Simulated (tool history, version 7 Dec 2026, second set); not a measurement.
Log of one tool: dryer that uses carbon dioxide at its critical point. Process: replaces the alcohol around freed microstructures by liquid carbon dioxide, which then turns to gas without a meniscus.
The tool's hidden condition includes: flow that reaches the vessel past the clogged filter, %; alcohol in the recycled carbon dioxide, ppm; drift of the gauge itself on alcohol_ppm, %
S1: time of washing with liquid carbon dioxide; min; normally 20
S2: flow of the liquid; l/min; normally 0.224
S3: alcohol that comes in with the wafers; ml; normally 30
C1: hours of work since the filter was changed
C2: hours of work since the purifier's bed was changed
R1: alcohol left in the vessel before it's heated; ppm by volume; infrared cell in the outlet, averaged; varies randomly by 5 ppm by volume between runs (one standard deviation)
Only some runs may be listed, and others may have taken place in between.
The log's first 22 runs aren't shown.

run	day	S1	S2	S3	C1	C2	R1
23	9.738	17	0.162	84	170	503	3177
24	10.192	17	0.162	84	178	511	3174
25	10.679	22	0.378	30	187	520	85
# day 11.179: inlet filter changed
26	11.333	18	0.224	30	3	531	181
27	11.683	18	0.224	30	9	537	181
28	12.362	17	0.224	67	21	549	396
29	12.688	21	0.220	36	26	554	134
30	13.175	21	0.220	36	35	563	150
31	13.617	15	0.161	32	43	570	1498
32	14.308	15	0.161	32	55	583	1518
33	14.767	14	0.235	30	63	591	475
34	15.146	14	0.235	30	69	597	478
35	15.804	13	0.195	61	81	609	2560
36	16.192	13	0.317	72	88	615	381
37	16.500	13	0.317	72	93	621	392
38	16.942	13	0.344	45	101	629	228
39	17.458	30	0.176	80	110	638	159

4 options for the next run, each taken on its own from the tool as it stands now. Forecast them:
A	17.979	29	0.262	30	119	647	?
B	17.979	17	0.323	80	119	647	?
C	17.979	19	0.224	64	119	647	?
D	17.979	24	0.325	29	119	647	?

run	R1
A	114
B	157
C	337
D	111
Had the tool no hidden state, the same runs would have come out as:
run	R1
A	6
B	28
C	126
D	5

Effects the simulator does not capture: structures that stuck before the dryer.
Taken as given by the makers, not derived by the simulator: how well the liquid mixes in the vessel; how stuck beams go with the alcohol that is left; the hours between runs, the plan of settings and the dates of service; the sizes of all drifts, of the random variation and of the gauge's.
